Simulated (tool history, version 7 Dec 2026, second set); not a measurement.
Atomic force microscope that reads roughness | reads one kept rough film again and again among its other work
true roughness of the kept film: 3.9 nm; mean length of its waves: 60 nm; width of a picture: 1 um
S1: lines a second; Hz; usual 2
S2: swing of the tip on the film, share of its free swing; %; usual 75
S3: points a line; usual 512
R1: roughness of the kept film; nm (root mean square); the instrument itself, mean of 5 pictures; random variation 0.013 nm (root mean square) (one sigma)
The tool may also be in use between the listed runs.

run   hour    S1  S2   S3     R1
  1      0     2  75  512   3.16
      23.5  -- new tip fitted
  2     39     2  75  512  3.176
      58.7  -- new tip fitted
  3   73.2     2  75  512  3.155
      92.4  -- new tip fitted
  4    118     2  75  512  3.118
     126.2  -- new tip fitted
  5  152.9     2  75  512  3.083
     162.1  -- new tip fitted
  6    191     2  75  512   3.11
     195.2  -- new tip fitted
     229.5  -- new tip fitted
  7    232     2  75  512  3.177
     262.4  -- new tip fitted
  8  265.8     2  75  358  3.188
  9    294  0.54  75  358  3.504
     296.7  -- new tip fitted
     329.5  -- new tip fitted
 10  337.3  0.54  75  358  3.594
     363.5  -- new tip fitted
 11    383     2  69  512  3.278

Run 12 comes next. What will it give?
     399.3  -- new tip fitted
 12  419.2  0.56  75  512   ?

{"run 12": {"R1": 3.511}}
Without the tool's hidden state the same run would have given R1 3.593 nm (root mean square).
